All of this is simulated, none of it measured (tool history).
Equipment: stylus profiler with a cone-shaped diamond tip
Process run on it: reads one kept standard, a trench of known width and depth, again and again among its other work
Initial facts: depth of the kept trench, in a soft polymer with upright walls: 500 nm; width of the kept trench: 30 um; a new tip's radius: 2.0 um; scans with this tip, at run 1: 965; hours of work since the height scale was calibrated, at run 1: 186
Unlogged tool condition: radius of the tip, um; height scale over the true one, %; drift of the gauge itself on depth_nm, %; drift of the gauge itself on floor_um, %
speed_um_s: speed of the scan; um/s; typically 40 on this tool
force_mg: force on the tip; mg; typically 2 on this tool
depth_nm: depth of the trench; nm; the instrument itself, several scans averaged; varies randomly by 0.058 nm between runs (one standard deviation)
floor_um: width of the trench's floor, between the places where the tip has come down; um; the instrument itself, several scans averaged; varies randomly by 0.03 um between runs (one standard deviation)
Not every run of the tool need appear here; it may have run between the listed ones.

run   hour  speed_um_s  force_mg  scans with this tip  hours of work since the height scale was calibrated  depth_nm  floor_um
  1      0          40         2                  965                                                  186    505.38     26.97
  2   14.3          40         2                 1000                                                  193    505.44     26.92
  3   35.7          40      0.81                 1054                                                  203    502.96      26.8
  4   48.1          40      0.81                 1085                                                  209    503.07     26.83
  5   60.2          40      0.83                 1115                                                  215    503.14     26.81
  6     77          40      0.83                 1157                                                  223    503.12     26.75
  7  106.5          40         2                 1231                                                  237    505.46     26.94
  8  120.5          45         2                 1265                                                  244    505.51     26.92
  9  134.7          74         2                 1301                                                  251    505.44     26.68
 10  156.6          74         2                 1355                                                  261    505.53     26.66
 11  179.3          74         2                 1412                                                  272    505.54     26.66
 12  209.6          74         2                 1488                                                  287    505.55     26.64
     212.4  -- height scale calibrated on a step standard
 13  238.7          74         2                 1559                                                   13     505.7      26.7
 14  266.4          14      3.93                 1628                                                   26    508.65     27.02
 15    288          36      2.47                 1682                                                   36    506.46     26.91
 16  301.7          12      3.14                 1716                                                   43    507.46     27.02
 17  317.2          18      0.68                 1755                                                   50    503.17     26.96
 18  340.3         108      3.84                 1813                                                   62    508.52      26.6
     359.5  -- height scale calibrated on a step standard, once more
 19  369.2          76      5.49                 1884                                                    5    509.94     26.73
 20  398.8          76      5.49                 1958                                                   19    509.89     26.82
 21  412.3         135       2.4                 1991                                                   25    505.75     26.27
 22  434.5          25      1.05                 2047                                                   36    503.31     26.89
 23    453          48      1.05                 2093                                                   45    503.21     26.59
 24  479.5          48      1.05                 2159                                                   58    503.34     26.64
 25  498.3          60      0.78                 2206                                                   67    502.61     26.39

Table of differences, measured result less the result of that run with no hidden state. Run-to-run variation is the same in both. Gauge scatter possibly is not:
run  depth_nm  floor_um
  1     +0.29     -0.13
  2      +0.3     -0.14
  3     +0.31     -0.15
  4     +0.32     -0.15
  5     +0.33     -0.15
  6     +0.34     -0.16
  7     +0.37     -0.17
  8     +0.37     -0.17
  9     +0.38     -0.17
 10      +0.4     -0.18
 11     +0.41      -0.2
 12     +0.42     -0.21
 13     +0.61     -0.21
 14     +0.63     -0.22
 15     +0.64     -0.22
 16     +0.65     -0.23
 17     +0.65     -0.24
 18     +0.68     -0.24
 19     -0.07     -0.25
 20     -0.05     -0.26
 21     -0.04     -0.27
 22     -0.03     -0.27
 23     -0.02     -0.28
 24        +0     -0.28
 25     +0.01      -0.3
